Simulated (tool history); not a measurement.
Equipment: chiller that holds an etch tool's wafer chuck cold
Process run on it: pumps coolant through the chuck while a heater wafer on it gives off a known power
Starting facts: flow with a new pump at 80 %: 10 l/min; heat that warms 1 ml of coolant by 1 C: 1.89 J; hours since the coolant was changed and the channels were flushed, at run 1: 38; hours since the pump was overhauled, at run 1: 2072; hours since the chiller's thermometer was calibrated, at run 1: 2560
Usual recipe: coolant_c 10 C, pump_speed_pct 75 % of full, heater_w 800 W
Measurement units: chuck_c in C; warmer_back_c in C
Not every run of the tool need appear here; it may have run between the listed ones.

| run | day | coolant_c | pump_speed_pct | heater_w | hours since the coolant was changed and the channels were flushed | hours since the pump was overhauled | hours since the chiller's thermometer was calibrated | chuck_c | warmer_back_c |
|---|---|---|---|---|---|---|---|---|---|
| 1 | 0 | 10 | 75 | 800 | 38 | 2072 | 2560 | 16.8 | 2.84 |
| 2 | 3.188 | 10 | 75 | 800 | 115 | 2148 | 2637 | 16.8 | 2.8 |
| 3 | 6.625 | 10 | 75 | 800 | 197 | 2231 | 2719 | 17.1 | 2.81 |
| 4 | 10.467 | 10 | 75 | 800 | 289 | 2323 | 2811 | 16.9 | 2.83 |
| 5 | 13.446 | 10 | 75 | 800 | 361 | 2394 | 2883 | 17 | 2.8 |
| 6 | 16.146 | 10 | 75 | 800 | 426 | 2459 | 2947 | 17.1 | 2.84 |
| 7 | 19.983 | 10 | 69 | 800 | 518 | 2551 | 3040 | 17.6 | 3.12 |
| 8 | 23.829 | 10 | 84 | 800 | 610 | 2644 | 3132 | 16.7 | 2.51 |
| 9 | 26.95 | 10 | 69 | 800 | 685 | 2718 | 3207 | 17.6 | 3.1 |
| 10 | 29.625 | 10 | 69 | 800 | 749 | 2783 | 3271 | 17.6 | 3.11 |
| 11 | 33.092 | 10 | 72 | 800 | 832 | 2866 | 3354 | 17.5 | 2.99 |
| 12 | 34.879 | 10 | 72 | 800 | 875 | 2909 | 3397 | 17.5 | 3 |
| 13 | 36.988 | 10 | 75 | 800 | 926 | 2959 | 3448 | 17.4 | 2.86 |
| 14 | 39.438 | 10 | 76 | 800 | 985 | 3018 | 3506 | 17.2 | 2.8 |
| 15 | 42.579 | 10 | 75 | 800 | 1060 | 3094 | 3582 | 17.4 | 2.83 |
| 16 | 44.742 | 18 | 75 | 800 | 1112 | 3145 | 3634 | 25.5 | 2.88 |
| 17 | 46.658 | 18 | 72 | 1000 | 1158 | 3191 | 3680 | 27.3 | 3.74 |
| 18 | 48.354 | 18 | 72 | 1000 | 1199 | 3232 | 3721 | 27.4 | 3.74 |
| 19 | 51.521 | 18 | 72 | 1000 | 1275 | 3308 | 3796 | 27.3 | 3.75 |
| 20 | 53.725 | 18 | 72 | 1000 | 1328 | 3361 | 3849 | 27.4 | 3.78 |
| 21 | 56.438 | 18 | 72 | 1000 | 1393 | 3426 | 3915 | 27.4 | 3.76 |
| 22 | 59.296 | 18 | 72 | 1000 | 1461 | 3495 | 3983 | 27.4 | 3.77 |
| 23 | 63.012 | 18 | 72 | 1000 | 1550 | 3584 | 4072 | 27.5 | 3.75 |
| 24 | 65.412 | 3 | 72 | 834 | 1608 | 3642 | 4130 | 11.1 | 3.16 |
| 25 | 67.654 | 3 | 72 | 834 | 1662 | 3695 | 4184 | 11 | 3.13 |
| 26 | 71.262 | 10 | 75 | 588 | 1748 | 3782 | 4270 | 16 | 2.11 |
| 27 | 73.396 | 20 | 66 | 1035 | 1800 | 3833 | 4321 | 30.6 | 4.27 |
| 28 | 75.65 | 20 | 66 | 1035 | 1854 | 3887 | 4376 | 30.6 | 4.27 |
| 29 | 77.492 | 20 | 66 | 1035 | 1898 | 3931 | 4420 | 30.5 | 4.31 |
| 30 | 80.217 | 2 | 62 | 470 | 1963 | 3997 | 4485 | 7.6 | 2.12 |
| 31 | 83.438 | 4 | 78 | 470 | 2041 | 4074 | 4563 | 8.9 | 1.61 |
|  | 84 | chiller's thermometer calibrated |
| 32 | 85.688 | 12 | 89 | 1095 | 2094 | 4127 | 40 | 20.5 | 3.29 |

Predict each of these 4 candidate next runs independently; none follows another, all start after run 32:
| A | 88.004 | 10 | 62 | 722 | 2149 | 4183 | 96 | ? | ? |
| B | 88.004 | 17 | 75 | 800 | 2149 | 4183 | 96 | ? | ? |
| C | 88.004 | 14 | 88 | 447 | 2149 | 4183 | 96 | ? | ? |
| D | 88.004 | 10 | 84 | 593 | 2149 | 4183 | 96 | ? | ? |

| run | chuck_c | warmer_back_c |
|---|---|---|
| A | 17.2 | 3.25 |
| B | 23.7 | 2.93 |
| C | 17.5 | 1.35 |
| D | 14.7 | 1.93 |
Take away the tool's hidden state, keep each run's random variation, and the runs would have read:
| run | chuck_c | warmer_back_c |
|---|---|---|
| A | 16.4 | 3.05 |
| B | 22.9 | 2.75 |
| C | 17.1 | 1.27 |
| D | 14.2 | 1.81 |

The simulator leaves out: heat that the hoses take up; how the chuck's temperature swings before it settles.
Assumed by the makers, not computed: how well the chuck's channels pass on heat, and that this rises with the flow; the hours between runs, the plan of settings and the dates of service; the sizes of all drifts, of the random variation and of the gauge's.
